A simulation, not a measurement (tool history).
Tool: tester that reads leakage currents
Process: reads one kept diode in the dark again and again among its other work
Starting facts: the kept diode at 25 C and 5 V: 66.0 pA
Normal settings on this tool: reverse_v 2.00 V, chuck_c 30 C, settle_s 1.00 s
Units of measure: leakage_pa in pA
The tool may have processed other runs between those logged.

run      day  reverse_v  chuck_c  settle_s  leakage_pa
  1    0.000       2.00       30      1.00       66.25
  2    6.104       2.00       30      1.00       66.31
  3   11.483       1.35       30      1.00       53.05
  4   20.392       1.35       30      1.00       53.51
  5   30.471       1.35       30      1.00       53.96
  6   39.125       1.35       30      1.00       54.63
  7   47.025       2.00       30      2.08       68.57
  8   58.508       2.00       30      2.08       68.77
  9   65.333       2.00       30      1.32       70.25
 10   77.038       2.00       30      1.32       70.61
 11   84.388       2.00       30      1.32       71.39
 12   89.546       2.00       30      1.32       71.27
      96.150  -- chuck's temperature calibrated
 13   99.542       2.00       30      1.00       62.13
     100.608  -- probe card cleaned and baked
 14  111.342       2.00       30      1.00       63.37
 15  119.067       2.00       30      2.63       63.58
 16  126.117       2.00       21      1.00       29.76
     127.950  -- probe card cleaned and baked, once more
 17  138.192       2.00       21      1.00       28.31
     146.617  -- tester calibrated
 18  149.071       2.00       30      0.32       66.39
 19  160.438       2.00       30      1.00       64.91
 20  170.683       2.00       30      1.00       65.58
 21  182.408       6.62       39      0.39      286.23
 22  189.321       2.10       33      5.06       88.19
 23  194.375       2.00       33      0.84       87.01
 24  199.750       2.00       40      0.54      156.25
 25  206.633       2.00       40      0.54      156.45
 26  216.788       2.00       40      0.54      158.59
 27  223.167       2.00       59      9.28      676.90
 28  235.217      18.59       31      9.28      273.44
 29  243.312      18.59       31      9.28      276.07
 30  254.796      18.59       31      9.28      278.97
     256.475  -- chuck's temperature calibrated
 31  260.812       2.00       38      2.45      122.04
 32  268.942       1.06       30      0.40       44.26
 33  275.379       3.11       38      0.40      160.96
 34  287.592       4.38       30      1.00      101.61
 35  294.521       5.17       26      1.00       80.60
 36  305.004      11.08       49      8.74      805.81
 37  312.404      11.08       27      8.74      138.59
     315.662  -- probe card cleaned and baked
 38  317.975      11.08       27      8.74      131.15
 39  326.300      16.26       27      1.46      168.41

Each row is a separate what-if for the run after 39, all from the same tool condition, not one after another. Results?
     330.275  -- tester calibrated
  A  336.846      16.26       27      1.07           ?
     330.275  -- tester calibrated
  B  336.846       4.89       26      8.44           ?
     330.275  -- tester calibrated
  C  336.846      16.26       21      0.52           ?
     330.275  -- tester calibrated
  D  336.846       7.13       51      4.10           ?

run  leakage_pa
  A      173.27
  B       77.14
  C      108.77
  D      750.00
What these runs would have given with no unlogged condition in the tool:
run  leakage_pa
  A      161.24
  B       71.78
  C      101.02
  D      707.89
